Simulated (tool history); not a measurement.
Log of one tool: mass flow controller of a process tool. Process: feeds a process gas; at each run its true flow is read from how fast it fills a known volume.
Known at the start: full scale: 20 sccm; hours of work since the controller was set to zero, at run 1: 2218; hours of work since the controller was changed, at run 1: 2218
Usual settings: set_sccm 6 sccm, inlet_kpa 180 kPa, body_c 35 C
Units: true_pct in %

run,hour,set_sccm,inlet_kpa,body_c,hours of work since the controller was set to zero,hours of work since the controller was changed,true_pct
1,0.0,6,180,35,2218,2218,100.29
2,167.7,6,180,35,2285,2285,100.27
3,360.5,6,180,35,2361,2361,100.37
4,570.4,6,180,35,2445,2445,100.17
5,735.3,6,180,26,2511,2511,99.26
6,946.8,6,180,26,2595,2595,99.17
7,1053.2,6,180,26,2638,2638,99.22
8,1210.4,6,180,26,2700,2700,99.10
9,1353.4,6,180,26,2757,2757,99.25
10,1605.6,6,180,35,2858,2858,100.00
11,1756.4,6,180,35,2918,2918,100.05
12,1984.3,10,180,35,3009,3009,100.33
13,2183.6,10,180,35,3088,3088,100.24
14,2306.0,10,180,35,3137,3137,100.32
15,2488.7,6,180,35,3210,3210,99.93
16,2681.7,6,180,35,3287,3287,99.81
17,2830.1,6,180,35,3346,3346,99.74
18,3062.8,4,180,35,3439,3439,99.68
19,3196.0,4,180,35,3492,3492,99.71
20,3345.3,2,180,35,3551,3551,99.47
21,3591.3,2,180,35,3649,3649,99.42
22,3739.1,6,180,35,3708,3708,99.71
23,3888.1,6,180,35,3768,3768,99.66
24,4037.3,6,235,35,3827,3827,99.29
25,4248.3,12,235,21,3911,3911,98.04
26,4388.4,12,235,21,3967,3967,98.00
27,4595.8,6,256,22,4050,4050,97.56
28,4771.8,6,256,22,4120,4120,97.53
29,4983.8,6,253,32,4204,4204,98.59
30,5210.7,20,173,32,4295,4295,100.03
31,5398.8,6,173,36,4370,4370,99.57
32,5605.8,6,153,36,4452,4452,99.55
33,5806.4,12,253,35,4532,4532,99.12
34,5972.6,2,180,40,4599,4599,99.53
35,6076.4,14,167,40,4640,4640,100.51
36,6330.1,9,245,35,4741,4741,98.93
37,6489.7,2,254,35,4805,4805,98.37
38,6720.0,19,163,23,4897,4897,98.87
39,6946.3,6,153,26,4987,4987,98.49
40,7129.9,5,221,21,5060,5060,97.26
# hour 7293.3: gauge calibrated
41,7377.1,10,141,35,5158,5158,100.83
42,7560.3,7,140,31,5232,5232,100.28
43,7810.8,16,173,34,5331,5331,100.87
44,8043.8,5,151,27,5424,5424,99.45
45,8233.8,6,259,40,5500,5500,99.96
46,8394.7,6,259,40,5564,5564,100.15
47,8570.5,19,171,36,5634,5634,101.15
48,8798.1,6,216,27,5725,5725,98.94

Forecast each of these 4 alternatives for the next run:
A,9043.2,4,190,27,5823,5823,?
B,9043.2,14,214,26,5823,5823,?
C,9043.2,6,278,35,5823,5823,?
D,9043.2,6,180,22,5823,5823,?

run,true_pct
A,99.12
B,99.44
C,99.18
D,98.75
Without the tool's hidden state the same runs would have given:
run,true_pct
A,99.44
B,99.75
C,99.50
D,99.07

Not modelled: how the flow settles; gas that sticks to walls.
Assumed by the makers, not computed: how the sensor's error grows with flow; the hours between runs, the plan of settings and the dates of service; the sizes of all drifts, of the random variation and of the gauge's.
